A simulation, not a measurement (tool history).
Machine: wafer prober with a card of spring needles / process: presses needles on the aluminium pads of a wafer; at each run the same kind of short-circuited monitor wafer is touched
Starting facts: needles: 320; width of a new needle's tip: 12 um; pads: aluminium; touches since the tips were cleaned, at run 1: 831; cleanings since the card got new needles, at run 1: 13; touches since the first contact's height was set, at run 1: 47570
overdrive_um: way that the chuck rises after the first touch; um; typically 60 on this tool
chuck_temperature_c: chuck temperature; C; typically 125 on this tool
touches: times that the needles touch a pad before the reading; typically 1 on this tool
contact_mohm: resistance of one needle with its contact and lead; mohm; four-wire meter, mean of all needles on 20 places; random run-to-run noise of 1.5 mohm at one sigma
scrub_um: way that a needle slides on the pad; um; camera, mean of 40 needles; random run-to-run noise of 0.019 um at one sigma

| run | hour | overdrive_um | chuck_temperature_c | touches | touches since the tips were cleaned | cleanings since the card got new needles | touches since the first contact's height was set | contact_mohm | scrub_um |
|---|---|---|---|---|---|---|---|---|---|
| 1 | 0.0 | 60 | 125 | 1 | 831 | 13 | 47570 | 160 | 7.52 |
|  | 9.0 | tips cleaned on abrasive film |
| 2 | 10.2 | 60 | 125 | 1 | 359 | 14 | 50514 | 152 | 7.60 |
|  | 20.1 | tips cleaned on abrasive film |
| 3 | 28.8 | 58 | 125 | 1 | 2534 | 15 | 55878 | 187 | 7.30 |
|  | 30.9 | tips cleaned on abrasive film |
|  | 41.9 | tips cleaned on abrasive film |
| 4 | 46.3 | 60 | 46 | 1 | 1282 | 17 | 60903 | 156 | 7.55 |
|  | 52.9 | tips cleaned on abrasive film |
| 5 | 61.0 | 64 | 125 | 1 | 2365 | 18 | 65167 | 175 | 8.05 |
|  | 64.1 | tips cleaned on abrasive film |
| 6 | 72.2 | 60 | 125 | 2 | 2372 | 19 | 68390 | 167 | 7.55 |
|  | 76.6 | tips cleaned on abrasive film |
|  | 88.9 | tips cleaned on abrasive film |
| 7 | 94.0 | 60 | 30 | 2 | 1472 | 21 | 74659 | 152 | 7.56 |
|  | 99.9 | tips cleaned on abrasive film |
|  | 111.2 | tips cleaned on abrasive film |
| 8 | 114.4 | 60 | 125 | 1 | 924 | 23 | 80530 | 167 | 7.51 |
|  | 122.2 | tips cleaned on abrasive film |
|  | 133.6 | tips cleaned on abrasive film |
| 9 | 134.8 | 60 | 91 | 1 | 339 | 25 | 86404 | 148 | 7.48 |
|  | 144.4 | tips cleaned on abrasive film |
| 10 | 152.4 | 60 | 91 | 1 | 2340 | 26 | 91500 | 179 | 7.50 |
|  | 155.7 | tips cleaned on abrasive film |
| 11 | 164.1 | 60 | 125 | 2 | 2435 | 27 | 94875 | 168 | 7.49 |
|  | 167.3 | tips cleaned on abrasive film |
|  | 179.2 | tips cleaned on abrasive film |
| 12 | 179.2 | 60 | 125 | 2 | 0 | 29 | 99195 | 148 | 7.46 |
|  | 190.2 | tips cleaned on abrasive film |
|  | 201.1 | tips cleaned on abrasive film |
| 13 | 201.1 | 60 | 125 | 2 | 0 | 31 | 105516 | 149 | 7.45 |
| 14 | 211.3 | 60 | 125 | 2 | 2973 | 31 | 108489 | 173 | 7.45 |
|  | 213.2 | tips cleaned on abrasive film |
|  | 224.4 | tips cleaned on abrasive film |
| 15 | 227.6 | 60 | 125 | 2 | 922 | 33 | 113148 | 159 | 7.45 |
|  | 235.4 | tips cleaned on abrasive film |
|  | 246.5 | tips cleaned on abrasive film |
| 16 | 249.8 | 60 | 32 | 1 | 959 | 35 | 119550 | 152 | 7.41 |
|  | 257.7 | tips cleaned on abrasive film |
| 17 | 264.2 | 60 | 32 | 1 | 1879 | 36 | 123697 | 169 | 7.41 |
|  | 265.9 | height of the first contact set anew |
|  | 270.1 | tips cleaned on abrasive film |
|  | 281.3 | tips cleaned on abrasive film |
| 18 | 288.2 | 78 | 38 | 2 | 2004 | 38 | 6441 | 142 | 9.69 |
|  | 292.0 | tips cleaned on abrasive film |
| 19 | 302.4 | 45 | 70 | 2 | 3015 | 39 | 10539 | 191 | 5.45 |
|  | 304.2 | tips cleaned on abrasive film |
|  | 315.6 | tips cleaned on abrasive film |
| 20 | 320.4 | 47 | 53 | 3 | 1413 | 41 | 15721 | 160 | 5.67 |
|  | 327.0 | tips cleaned on abrasive film |
|  | 332.2 | height of the first contact set anew, once more |
| 21 | 334.7 | 60 | 115 | 1 | 2167 | 42 | 738 | 183 | 7.63 |
|  | 338.2 | tips cleaned on abrasive film |
| 22 | 348.5 | 60 | 115 | 1 | 2992 | 43 | 4707 | 186 | 7.67 |
|  | 350.1 | tips cleaned on abrasive film |
|  | 361.9 | tips cleaned on abrasive film |
|  | 373.0 | tips cleaned on abrasive film |
| 23 | 373.0 | 43 | 82 | 2 | 0 | 46 | 11734 | 151 | 5.43 |
|  | 384.5 | tips cleaned on abrasive film |
| 24 | 387.3 | 59 | 82 | 2 | 825 | 47 | 15874 | 151 | 7.50 |
|  | 395.8 | tips cleaned on abrasive film |
| 25 | 404.3 | 60 | 125 | 3 | 2461 | 48 | 20790 | 159 | 7.64 |
|  | 406.4 | tips cleaned on abrasive film |
|  | 417.7 | tips cleaned on abrasive film |
| 26 | 422.2 | 57 | 90 | 2 | 1312 | 50 | 25935 | 162 | 7.21 |
|  | 428.3 | tips cleaned on abrasive film |
| 27 | 438.3 | 54 | 31 | 2 | 2915 | 51 | 30593 | 171 | 6.79 |
|  | 440.0 | tips cleaned on abrasive film |
|  | 452.1 | tips cleaned on abrasive film |
| 28 | 452.7 | 42 | 99 | 1 | 177 | 53 | 34708 | 160 | 5.29 |
|  | 463.6 | tips cleaned on abrasive film |
| 29 | 471.1 | 42 | 99 | 1 | 2185 | 54 | 40028 | 220 | 5.30 |
|  | 474.9 | tips cleaned on abrasive film |
|  | 485.5 | tips cleaned on abrasive film |
| 30 | 485.8 | 42 | 99 | 1 | 70 | 56 | 44238 | 163 | 5.28 |
|  | 496.3 | tips cleaned on abrasive film |
| 31 | 497.5 | 53 | 63 | 2 | 346 | 57 | 47630 | 149 | 6.69 |

For each entry between runs, how does the tool's hidden state at the last listed run before it compare with that at the first listed run after it?
Between runs 1 and 2: tips cleaned on abrasive film (hour 9.0)
  debris on the tips, nm: 17.8 -> 11.9; way that the needles fall short of the set height, um: 0.61 -> 0.67; tips' diameter, um: 12.21 -> 12.23
  the result without the hidden state subtracted from the measured one, contact_mohm: +15 -> +9 mohm; scrub_um: -0.08 -> -0.08 um
Between runs 2 and 3: tips cleaned on abrasive film (hour 20.1)
  debris on the tips, nm: 11.9 -> 42.9; way that the needles fall short of the set height, um: 0.67 -> 0.72; tips' diameter, um: 12.23 -> 12.25
  the result without the hidden state subtracted from the measured one, contact_mohm: +9 -> +38 mohm; scrub_um: -0.08 -> -0.09 um
Between runs 3 and 4: tips cleaned on abrasive film (hour 30.9); tips cleaned on abrasive film (hour 41.9)
  debris on the tips, nm: 42.9 -> 24.2; way that the needles fall short of the set height, um: 0.72 -> 0.82; tips' diameter, um: 12.25 -> 12.29
  the result without the hidden state subtracted from the measured one, contact_mohm: +38 -> +23 mohm; scrub_um: -0.09 -> -0.10 um
Between runs 4 and 5: tips cleaned on abrasive film (hour 52.9)
  debris on the tips, nm: 24.2 -> 43.3; way that the needles fall short of the set height, um: 0.82 -> 0.87; tips' diameter, um: 12.29 -> 12.3
  the result without the hidden state subtracted from the measured one, contact_mohm: +23 -> +31 mohm; scrub_um: -0.10 -> -0.11 um
Between runs 5 and 6: tips cleaned on abrasive film (hour 64.1)
  debris on the tips, nm: 43.3 -> 45.7; way that the needles fall short of the set height, um: 0.87 -> 0.91; tips' diameter, um: 12.3 -> 12.32
  the result without the hidden state subtracted from the measured one, contact_mohm: +31 -> +23 mohm; scrub_um: -0.11 -> -0.11 um
Between runs 6 and 7: tips cleaned on abrasive film (hour 76.6); tips cleaned on abrasive film (hour 88.9)
  debris on the tips, nm: 45.7 -> 33.4; way that the needles fall short of the set height, um: 0.91 -> 1.03; tips' diameter, um: 12.32 -> 12.36
  the result without the hidden state subtracted from the measured one, contact_mohm: +23 -> +20 mohm; scrub_um: -0.11 -> -0.13 um
Between runs 7 and 8: tips cleaned on abrasive film (hour 99.9); tips cleaned on abrasive film (hour 111.2)
  debris on the tips, nm: 33.4 -> 22.3; way that the needles fall short of the set height, um: 1.03 -> 1.11; tips' diameter, um: 12.36 -> 12.39
  the result without the hidden state subtracted from the measured one, contact_mohm: +20 -> +19 mohm; scrub_um: -0.13 -> -0.14 um
Between runs 8 and 9: tips cleaned on abrasive film (hour 122.2); tips cleaned on abrasive film (hour 133.6)
  debris on the tips, nm: 22.3 -> 10; way that the needles fall short of the set height, um: 1.11 -> 1.2; tips' diameter, um: 12.39 -> 12.42
  the result without the hidden state subtracted from the measured one, contact_mohm: +19 -> +10 mohm; scrub_um: -0.14 -> -0.15 um
Between runs 9 and 10: tips cleaned on abrasive film (hour 144.4)
  debris on the tips, nm: 10 -> 42.5; way that the needles fall short of the set height, um: 1.2 -> 1.25; tips' diameter, um: 12.42 -> 12.44
  the result without the hidden state subtracted from the measured one, contact_mohm: +10 -> +38 mohm; scrub_um: -0.15 -> -0.16 um
Between runs 10 and 11: tips cleaned on abrasive film (hour 155.7)
  debris on the tips, nm: 42.5 -> 42.7; way that the needles fall short of the set height, um: 1.25 -> 1.3; tips' diameter, um: 12.44 -> 12.45
  the result without the hidden state subtracted from the measured one, contact_mohm: +38 -> +22 mohm; scrub_um: -0.16 -> -0.17 um
Between runs 11 and 12: tips cleaned on abrasive film (hour 167.3); tips cleaned on abrasive film (hour 179.2)
  debris on the tips, nm: 42.7 -> 4.5; way that the needles fall short of the set height, um: 1.3 -> 1.42; tips' diameter, um: 12.45 -> 12.5
  the result without the hidden state subtracted from the measured one, contact_mohm: +22 -> +3 mohm; scrub_um: -0.17 -> -0.18 um
Between runs 12 and 13: tips cleaned on abrasive film (hour 190.2); tips cleaned on abrasive film (hour 201.1)
  debris on the tips, nm: 4.5 -> 2.5; way that the needles fall short of the set height, um: 1.42 -> 1.51; tips' diameter, um: 12.5 -> 12.53
  the result without the hidden state subtracted from the measured one, contact_mohm: +3 -> +2 mohm; scrub_um: -0.18 -> -0.19 um
Between runs 14 and 15: tips cleaned on abrasive film (hour 213.2); tips cleaned on abrasive film (hour 224.4)
  debris on the tips, nm: 48.3 -> 23.2; way that the needles fall short of the set height, um: 1.51 -> 1.61; tips' diameter, um: 12.53 -> 12.56
  the result without the hidden state subtracted from the measured one, contact_mohm: +26 -> +13 mohm; scrub_um: -0.20 -> -0.20 um
Between runs 15 and 16: tips cleaned on abrasive film (hour 235.4); tips cleaned on abrasive film (hour 246.5)
  debris on the tips, nm: 23.2 -> 20.7; way that the needles fall short of the set height, um: 1.61 -> 1.73; tips' diameter, um: 12.56 -> 12.61
  the result without the hidden state subtracted from the measured one, contact_mohm: +13 -> +21 mohm; scrub_um: -0.20 -> -0.22 um
Between runs 16 and 17: tips cleaned on abrasive film (hour 257.7)
  debris on the tips, nm: 20.7 -> 37.7; way that the needles fall short of the set height, um: 1.73 -> 1.79; tips' diameter, um: 12.61 -> 12.63
  the result without the hidden state subtracted from the measured one, contact_mohm: +21 -> +38 mohm; scrub_um: -0.22 -> -0.23 um
Between runs 17 and 18: height of the first contact set anew (hour 265.9); tips cleaned on abrasive film (hour 270.1); tips cleaned on abrasive film (hour 281.3)
  debris on the tips, nm: 37.7 -> 32.5; way that the needles fall short of the set height, um: 1.79 -> 2.26; tips' diameter, um: 12.63 -> 12.66
  the result without the hidden state subtracted from the measured one, contact_mohm: +38 -> +13 mohm; scrub_um: -0.23 -> -0.29 um
Between runs 18 and 19: tips cleaned on abrasive film (hour 292.0)
  debris on the tips, nm: 32.5 -> 49.3; way that the needles fall short of the set height, um: 2.26 -> 2.31; tips' diameter, um: 12.66 -> 12.68
  the result without the hidden state subtracted from the measured one, contact_mohm: +13 -> +50 mohm; scrub_um: -0.29 -> -0.29 um
Between runs 19 and 20: tips cleaned on abrasive film (hour 304.2); tips cleaned on abrasive film (hour 315.6)
  debris on the tips, nm: 49.3 -> 31.4; way that the needles fall short of the set height, um: 2.31 -> 2.41; tips' diameter, um: 12.68 -> 12.72
  the result without the hidden state subtracted from the measured one, contact_mohm: +50 -> +20 mohm; scrub_um: -0.29 -> -0.31 um
Between runs 20 and 21: tips cleaned on abrasive film (hour 327.0); height of the first contact set anew, once more (hour 332.2)
  debris on the tips, nm: 31.4 -> 43.3; way that the needles fall short of the set height, um: 2.41 -> 0; tips' diameter, um: 12.72 -> 12.74
  the result without the hidden state subtracted from the measured one, contact_mohm: +20 -> +37 mohm; scrub_um: -0.31 -> +0.00 um
Between runs 21 and 22: tips cleaned on abrasive film (hour 338.2)
  debris on the tips, nm: 43.3 -> 49.5; way that the needles fall short of the set height, um: 0 -> 0.04; tips' diameter, um: 12.74 -> 12.75
  the result without the hidden state subtracted from the measured one, contact_mohm: +37 -> +42 mohm; scrub_um: +0.00 -> +0.00 um
Between runs 22 and 23: tips cleaned on abrasive film (hour 350.1); tips cleaned on abrasive film (hour 361.9); tips cleaned on abrasive film (hour 373.0)
  debris on the tips, nm: 49.5 -> 4.3; way that the needles fall short of the set height, um: 0.04 -> 0.22; tips' diameter, um: 12.75 -> 12.81
  the result without the hidden state subtracted from the measured one, contact_mohm: +42 -> +5 mohm; scrub_um: +0.00 -> -0.03 um
Between runs 23 and 24: tips cleaned on abrasive film (hour 384.5)
  debris on the tips, nm: 4.3 -> 18.4; way that the needles fall short of the set height, um: 0.22 -> 0.28; tips' diameter, um: 12.81 -> 12.83
  the result without the hidden state subtracted from the measured one, contact_mohm: +5 -> +11 mohm; scrub_um: -0.03 -> -0.03 um
Between runs 24 and 25: tips cleaned on abrasive film (hour 395.8)
  debris on the tips, nm: 18.4 -> 43.8; way that the needles fall short of the set height, um: 0.28 -> 0.33; tips' diameter, um: 12.83 -> 12.85
  the result without the hidden state subtracted from the measured one, contact_mohm: +11 -> +15 mohm; scrub_um: -0.03 -> -0.04 um
Between runs 25 and 26: tips cleaned on abrasive film (hour 406.4); tips cleaned on abrasive film (hour 417.7)
  debris on the tips, nm: 43.8 -> 31.9; way that the needles fall short of the set height, um: 0.33 -> 0.42; tips' diameter, um: 12.85 -> 12.88
  the result without the hidden state subtracted from the measured one, contact_mohm: +15 -> +20 mohm; scrub_um: -0.04 -> -0.06 um
Between runs 26 and 27: tips cleaned on abrasive film (hour 428.3)
  debris on the tips, nm: 31.9 -> 50.7; way that the needles fall short of the set height, um: 0.42 -> 0.47; tips' diameter, um: 12.88 -> 12.9
  the result without the hidden state subtracted from the measured one, contact_mohm: +20 -> +37 mohm; scrub_um: -0.06 -> -0.06 um
Between runs 27 and 28: tips cleaned on abrasive film (hour 440.0); tips cleaned on abrasive film (hour 452.1)
  debris on the tips, nm: 50.7 -> 7; way that the needles fall short of the set height, um: 0.47 -> 0.57; tips' diameter, um: 12.9 -> 12.94
  the result without the hidden state subtracted from the measured one, contact_mohm: +37 -> +14 mohm; scrub_um: -0.06 -> -0.07 um
Between runs 28 and 29: tips cleaned on abrasive film (hour 463.6)
  debris on the tips, nm: 7 -> 42.3; way that the needles fall short of the set height, um: 0.57 -> 0.62; tips' diameter, um: 12.94 -> 12.95
  the result without the hidden state subtracted from the measured one, contact_mohm: +14 -> +74 mohm; scrub_um: -0.07 -> -0.07 um
Between runs 29 and 30: tips cleaned on abrasive film (hour 474.9); tips cleaned on abrasive film (hour 485.5)
  debris on the tips, nm: 42.3 -> 5.9; way that the needles fall short of the set height, um: 0.62 -> 0.74; tips' diameter, um: 12.95 -> 13
  the result without the hidden state subtracted from the measured one, contact_mohm: +74 -> +12 mohm; scrub_um: -0.07 -> -0.10 um
Between runs 30 and 31: tips cleaned on abrasive film (hour 496.3)
  debris on the tips, nm: 5.9 -> 13.6; way that the needles fall short of the set height, um: 0.74 -> 0.78; tips' diameter, um: 13 -> 13.01
  the result without the hidden state subtracted from the measured one, contact_mohm: +12 -> +11 mohm; scrub_um: -0.10 -> -0.10 um

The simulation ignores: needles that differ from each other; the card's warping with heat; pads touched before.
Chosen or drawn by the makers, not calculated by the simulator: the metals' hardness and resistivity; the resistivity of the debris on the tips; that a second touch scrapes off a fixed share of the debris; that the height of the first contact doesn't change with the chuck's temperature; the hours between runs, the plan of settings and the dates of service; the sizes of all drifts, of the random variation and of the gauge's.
